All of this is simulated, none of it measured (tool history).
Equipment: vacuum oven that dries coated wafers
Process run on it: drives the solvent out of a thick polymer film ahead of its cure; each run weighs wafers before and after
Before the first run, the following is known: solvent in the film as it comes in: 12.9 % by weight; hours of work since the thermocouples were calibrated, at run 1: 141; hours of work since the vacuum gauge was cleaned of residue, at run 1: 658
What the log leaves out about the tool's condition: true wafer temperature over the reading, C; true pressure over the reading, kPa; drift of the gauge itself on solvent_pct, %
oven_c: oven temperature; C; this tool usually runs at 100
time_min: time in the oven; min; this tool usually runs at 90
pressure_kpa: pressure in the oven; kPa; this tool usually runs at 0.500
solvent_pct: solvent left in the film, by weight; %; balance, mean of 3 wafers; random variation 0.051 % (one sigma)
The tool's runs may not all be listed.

run    hour  oven_c  time_min  pressure_kpa  hours of work since the thermocouples were calibrated  hours of work since the vacuum gauge was cleaned of residue  solvent_pct
  1     0.0     100        90         0.500                                                    141                                                          658         0.89
  2    16.3     100        90         0.500                                                    151                                                          668         0.82
  3    30.9     100        90         0.500                                                    160                                                          677         0.75
  4    52.4     100        90         0.500                                                    173                                                          690         0.87
  5    75.5     100        98         0.500                                                    188                                                          704         0.71
  6    96.5     100        98         0.500                                                    200                                                          717         0.71
  7   126.8      87        90         0.500                                                    219                                                          735         3.51
  8   141.2     100        90         0.500                                                    228                                                          744         0.80
  9   158.2     100        90         0.500                                                    238                                                          755         0.84
 10   178.0     100        90         0.500                                                    251                                                          767         0.82
 11   198.1     100        90         0.500                                                    263                                                          779         0.84
 12   219.2     100        90         0.500                                                    276                                                          792         0.90
 13   240.8     100        90         0.500                                                    289                                                          805         0.80
 14   253.9     100        90         0.500                                                    297                                                          813         0.90
 15   270.0     100        90         0.500                                                    307                                                          823         0.93
 16   291.0     100       131         0.500                                                    320                                                          836         0.58
 17   320.0     100       131         0.500                                                    338                                                          854         0.55
 18   347.8     100        50         0.500                                                    355                                                          871         2.25
 19   376.3     100        50         0.500                                                    372                                                          889         2.18
 20   396.7     100        90         0.500                                                    385                                                          901         0.85
 21   413.8     101        90         0.500                                                    395                                                          912         0.81
 22   443.8     100        90         0.500                                                    414                                                          930         0.92
 23   472.4     114        90         0.500                                                    431                                                          948         0.24
 24   494.1     114        90         0.500                                                    445                                                          961         0.32
 25   519.7      89       116         0.672                                                    460                                                          977         2.52
 26   534.7     114        57         0.329                                                    469                                                          986         0.38
 27   563.3     111        50         1.505                                                    487                                                         1003         1.04
 28   593.2     111       106         0.477                                                    505                                                         1022         0.25
 29   613.1     100        90         0.325                                                    518                                                         1034         0.78
 30   642.2     100        90         1.001                                                    535                                                         1052         1.34
 31   669.9      85       151         0.414                                                    552                                                         1069         2.46
 32   686.3     113        59         0.500                                                    563                                                         1079         0.26
 33   705.8     100        84         0.500                                                    574                                                         1091         1.00
 34   733.1     100       131         0.500                                                    591                                                         1108         0.64
 35   761.9     105        60         0.849                                                    609                                                         1125         1.20
 36   788.1      86        90         1.132                                                    625                                                         1141         4.56
 37   805.2     100        90         0.859                                                    636                                                         1152         1.31
 38   835.3     105        52         0.500                                                    654                                                         1170         1.34
 39   862.7     105        52         0.500                                                    671                                                         1187         1.25
 40   883.9     113       156         0.500                                                    684                                                         1200         0.29
 41   901.7      92        59         0.797                                                    695                                                         1211         4.12
 42   924.4     100        68         0.699                                                    709                                                         1225         1.64
 43   941.1     100        53         1.887                                                    719                                                         1235         2.93
 44   959.2     100        53         1.887                                                    730                                                         1246         2.96
 45   972.2      98       127         1.340                                                    738                                                         1254         1.38
 46  1002.5     107        93         1.112                                                    757                                                         1273         0.68
 47  1022.9     107       124         1.112                                                    769                                                         1285         0.74

3 options for the next run, each taken on its own from the tool as it stands now. Forecast them:
  A  1046.2      89        55         1.112                                                    783                                                         1300            ?
  B  1046.2     105        90         0.500                                                    783                                                         1300            ?
  C  1046.2      99       140         0.258                                                    783                                                         1300            ?

run  solvent_pct
  A         5.49
  B         0.59
  C         0.47
With the hidden condition removed and each run's random variation left untouched, the same runs would have given:
run  solvent_pct
  A         5.11
  B         0.38
  C         0.22
